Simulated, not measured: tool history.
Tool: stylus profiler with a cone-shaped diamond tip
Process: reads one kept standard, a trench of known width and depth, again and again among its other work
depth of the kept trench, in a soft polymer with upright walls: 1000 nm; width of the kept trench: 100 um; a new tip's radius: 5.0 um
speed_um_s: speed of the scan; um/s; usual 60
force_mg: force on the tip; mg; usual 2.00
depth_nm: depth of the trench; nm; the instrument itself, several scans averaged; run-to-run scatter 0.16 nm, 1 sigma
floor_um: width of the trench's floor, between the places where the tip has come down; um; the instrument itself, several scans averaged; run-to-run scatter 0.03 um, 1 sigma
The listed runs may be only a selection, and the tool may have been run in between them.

{"run": 1, "day": 0.0, "speed_um_s": 60, "force_mg": 2.0, "depth_nm": 1013.07, "floor_um": 90.64}
{"run": 2, "day": 0.379, "speed_um_s": 60, "force_mg": 2.0, "depth_nm": 1013.28, "floor_um": 90.56}
{"run": 3, "day": 0.862, "speed_um_s": 31, "force_mg": 2.0, "depth_nm": 1013.01, "floor_um": 90.57}
{"run": 4, "day": 1.317, "speed_um_s": 167, "force_mg": 2.0, "depth_nm": 1013.37, "floor_um": 90.25}
{"run": 5, "day": 1.929, "speed_um_s": 167, "force_mg": 2.0, "depth_nm": 1013.01, "floor_um": 90.24}
{"run": 6, "day": 2.567, "speed_um_s": 167, "force_mg": 1.17, "depth_nm": 1009.39, "floor_um": 90.06}
{"run": 7, "day": 2.933, "speed_um_s": 167, "force_mg": 1.17, "depth_nm": 1009.69, "floor_um": 90.02}
{"run": 8, "day": 3.667, "speed_um_s": 167, "force_mg": 1.17, "depth_nm": 1009.57, "floor_um": 89.95}
{"run": 9, "day": 3.971, "speed_um_s": 167, "force_mg": 1.17, "depth_nm": 1009.49, "floor_um": 89.98}
{"run": 10, "day": 4.383, "speed_um_s": 167, "force_mg": 4.04, "depth_nm": 1020.18, "floor_um": 90.09}
{"run": 11, "day": 4.908, "speed_um_s": 167, "force_mg": 4.04, "depth_nm": 1020.39, "floor_um": 90.01}
{"run": 12, "day": 5.304, "speed_um_s": 60, "force_mg": 0.85, "depth_nm": 1007.95, "floor_um": 90.07}
{"run": 13, "day": 6.029, "speed_um_s": 60, "force_mg": 2.0, "depth_nm": 1013.17, "floor_um": 90.04}
{"run": 14, "day": 6.362, "speed_um_s": 60, "force_mg": 2.0, "depth_nm": 1013.7, "floor_um": 90.03}
{"run": 15, "day": 6.988, "speed_um_s": 121, "force_mg": 5.11, "depth_nm": 1024.14, "floor_um": 89.93}
{"run": 16, "day": 7.562, "speed_um_s": 121, "force_mg": 5.11, "depth_nm": 1024.34, "floor_um": 89.9}
{"run": 17, "day": 8.062, "speed_um_s": 121, "force_mg": 5.11, "depth_nm": 1022.49, "floor_um": 89.84}
{"run": 18, "day": 8.588, "speed_um_s": 22, "force_mg": 1.28, "depth_nm": 1008.81, "floor_um": 89.9}
{"run": 19, "day": 9.333, "speed_um_s": 202, "force_mg": 3.81, "depth_nm": 1018.38, "floor_um": 89.6}
{"run": 20, "day": 9.712, "speed_um_s": 202, "force_mg": 3.81, "depth_nm": 1018.63, "floor_um": 89.6}
{"run": 21, "day": 10.458, "speed_um_s": 150, "force_mg": 1.39, "depth_nm": 1009.47, "floor_um": 89.39}
{"run": 22, "day": 11.058, "speed_um_s": 62, "force_mg": 3.84, "depth_nm": 1018.77, "floor_um": 89.59}
{"run": 23, "day": 11.617, "speed_um_s": 62, "force_mg": 3.84, "depth_nm": 1018.65, "floor_um": 89.6}
{"run": 24, "day": 12.042, "speed_um_s": 69, "force_mg": 1.18, "depth_nm": 1008.31, "floor_um": 89.48}
{"run": 25, "day": 12.658, "speed_um_s": 69, "force_mg": 1.18, "depth_nm": 1008.56, "floor_um": 89.46}
{"run": 26, "day": 13.2, "speed_um_s": 46, "force_mg": 1.62, "depth_nm": 1010.59, "floor_um": 89.45}
{"run": 27, "day": 13.542, "speed_um_s": 133, "force_mg": 3.01, "depth_nm": 1015.68, "floor_um": 89.26}

Taken out of this log: 2 entries between the listed runs. Where each belongs, and how the hidden state differs across it:
From run 13 to run 14: height scale calibrated on a step standard (day 6.096)
  radius of the tip, um: 12.58 -> 12.65; height scale over the true one, %: 0.115 -> 0.159
  measured minus no-state result, depth_nm: +1.17 -> +1.61 nm; floor_um: -3.83 -> -3.86 um
From run 16 to run 17: height scale calibrated on a step standard, once more (day 8.012)
  radius of the tip, um: 12.91 -> 13.01; height scale over the true one, %: 0.162 -> -0.01
  measured minus no-state result, depth_nm: +1.66 -> -0.09 nm; floor_um: -3.96 -> -4.01 um

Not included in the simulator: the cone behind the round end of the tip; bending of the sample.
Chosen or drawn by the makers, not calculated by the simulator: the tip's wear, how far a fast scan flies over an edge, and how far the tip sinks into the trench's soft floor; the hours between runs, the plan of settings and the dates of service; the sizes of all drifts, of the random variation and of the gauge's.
